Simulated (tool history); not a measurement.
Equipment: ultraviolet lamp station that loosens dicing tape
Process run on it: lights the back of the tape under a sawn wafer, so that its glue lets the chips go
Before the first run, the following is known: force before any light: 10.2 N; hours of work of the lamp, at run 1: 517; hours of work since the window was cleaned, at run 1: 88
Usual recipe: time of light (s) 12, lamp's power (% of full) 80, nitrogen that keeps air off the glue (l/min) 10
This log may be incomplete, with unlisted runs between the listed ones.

run   hour  time of light (s)  lamp's power (% of full)  nitrogen that keeps air off the glue (l/min)  hours of work of the lamp  hours of work since the window was cleaned  force that peels the tape off (N)  light that reached the tape (J/m2)
  1      0                 12                        80                                            10                        517                                          88                              1.296                                1510
  2   15.9                 12                        80                                            10                        527                                          98                              1.325                                1450
  3   40.3                 12                        80                                            10                        543                                         114                              1.392                                1450
  4   54.7                  9                        80                                            10                        552                                         124                              2.299                                1060
  5   76.1                 12                        80                                            10                        566                                         138                              1.456                                1370
  6  105.1                 12                        80                                            10                        585                                         157                              1.552                                1360
  7  133.4                 12                        80                                            10                        604                                         175                              1.643                                1300
  8  151.5                 12                        80                                            10                        616                                         187                              1.723                                1330
     170.6  -- lamp changed
  9  171.2                 12                        80                                            10                          0                                         199                              0.615                                2120
 10    189                 12                        80                                            10                         12                                         211                              0.658                                2060
 11  204.6                 12                        80                                            10                         22                                         221                              0.667                                2020
 12  234.7                 12                        80                                            10                         42                                         241                              0.699                                1970
       253  -- window cleaned of glue's vapour
 13  257.8                 12                        80                                            10                         57                                           3                              0.563                                2210
 14  284.1                 12                        80                                            10                         74                                          20                              0.583                                2190
 15  307.6                 12                        80                                            10                         89                                          36                              0.588                                2120
 16  328.7                 12                        80                                            10                        103                                          50                              0.617                                2090
 17    361                 18                        91                                             7                        124                                          71                              0.286                                3460
 18  385.1                 11                        82                                             5                        140                                          86                              1.303                                1880
 19  404.2                 15                        62                                             5                        153                                          99                              1.276                                1880
 20  420.8                 23                        80                                             7                        163                                         110                              0.249                                3770
 21    454                 21                        80                                             7                        185                                         132                              0.305                                3380
 22    486                 21                        82                                             7                        206                                         153                              0.313                                3360
 23  503.1                  9                        90                                             9                        217                                         164                              1.309                                1550
 24  534.2                 16                        75                                            10                        238                                         184                              0.547                                2220
 25  565.7                 19                        80                                            10                        258                                         205                               0.35                                2710
 26  591.2                  7                        82                                             3                        275                                         221                              4.128                                 970
 27  622.1                  9                        81                                             4                        295                                         242                              2.887                                1250

For each run, the measured value with the value that run would have given without the tool's hidden condition subtracted. The run-to-run variation is shared by both, the gauge scatter possibly not:
The tool's hidden condition here consists of: lamp's light, % of a new lamp's; light that the window lets through, % of a clean one's; drift of the gauge itself on peel_n, %; drift of the gauge itself on dose_mj_cm2, %.
run  force that peels the tape off (N)  light that reached the tape (J/m2)
  1                             +0.803                                -850
  2                             +0.833                                -870
  3                             +0.902                                -900
  4                             +1.368                                -700
  5                             +0.975                                -960
  6                              +1.07                               -1000
  7                             +1.151                               -1040
  8                             +1.222                               -1070
  9                             +0.147                                -260
 10                             +0.172                                -290
 11                             +0.185                                -310
 12                             +0.222                                -370
 13                             +0.063                                -120
 14                             +0.089                                -160
 15                             +0.109                                -200
 16                             +0.132                                -240
 17                             +0.053                                -500
 18                             +0.341                                -310
 19                             +0.369                                -350
 20                              +0.05                                -760
 21                             +0.085                                -790
 22                             +0.093                                -900
 23                              +0.53                                -450
 24                             +0.251                                -720
 25                             +0.139                                -980
 26                             +1.231                                -400
 27                             +1.167                                -540
